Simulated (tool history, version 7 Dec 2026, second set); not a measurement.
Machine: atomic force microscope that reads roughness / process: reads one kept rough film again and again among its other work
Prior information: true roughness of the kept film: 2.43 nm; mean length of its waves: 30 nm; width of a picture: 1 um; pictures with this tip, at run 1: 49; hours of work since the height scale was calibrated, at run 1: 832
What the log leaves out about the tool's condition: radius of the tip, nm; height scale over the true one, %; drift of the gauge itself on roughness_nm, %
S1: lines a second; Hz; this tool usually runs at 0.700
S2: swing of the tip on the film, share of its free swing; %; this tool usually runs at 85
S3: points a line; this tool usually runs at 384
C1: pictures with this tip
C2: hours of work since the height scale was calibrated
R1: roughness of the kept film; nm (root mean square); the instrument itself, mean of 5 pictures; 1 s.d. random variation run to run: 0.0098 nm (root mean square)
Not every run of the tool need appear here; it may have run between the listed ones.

run,hour,S1,S2,S3,C1,C2,R1
1,0.0,0.700,85,384,49,832,2.182
2,74.9,0.700,86,384,186,871,1.986
# hour 92.1: new tip fitted
3,123.7,0.700,77,384,57,896,2.206
4,191.3,0.700,77,384,181,932,2.030
# hour 207.5: new tip fitted
5,248.3,0.700,65,384,75,961,2.193
# hour 323.0: new tip fitted
6,323.0,0.700,65,384,0,1000,2.316
7,400.9,0.700,85,871,142,1041,2.095
# hour 439.3: new tip fitted
8,442.6,0.700,85,485,6,1062,2.271
9,485.2,0.700,85,479,84,1084,2.131
# hour 556.6: new tip fitted
10,556.6,0.700,85,479,0,1121,2.276
11,608.6,0.700,85,479,95,1149,2.144
12,670.3,0.700,71,384,207,1181,2.010
# hour 677.4: new tip fitted
13,725.8,0.700,71,384,88,1209,2.197
# hour 792.3: new tip fitted
14,798.7,0.700,71,384,11,1247,2.318
# hour 842.3: height scale calibrated on a step standard
15,845.1,1.953,67,360,94,1,2.090
# hour 912.6: new tip fitted
16,912.6,0.700,71,384,0,36,2.269
17,960.2,0.700,71,384,87,61,2.150
18,1021.7,0.700,71,384,199,93,1.984
# hour 1027.9: new tip fitted
19,1099.4,0.700,85,979,131,134,2.069
# hour 1147.4: new tip fitted
20,1156.5,0.879,87,384,17,163,2.205
21,1213.5,1.322,83,471,121,193,2.045

Estimate the outcome of run 22 from the log above:
22,1259.6,1.322,83,471,205,217,?

{"run 22": {"R1": 1.945}}
Minus the tool's unlogged condition, the same run would have read R1 2.216 nm (root mean square).
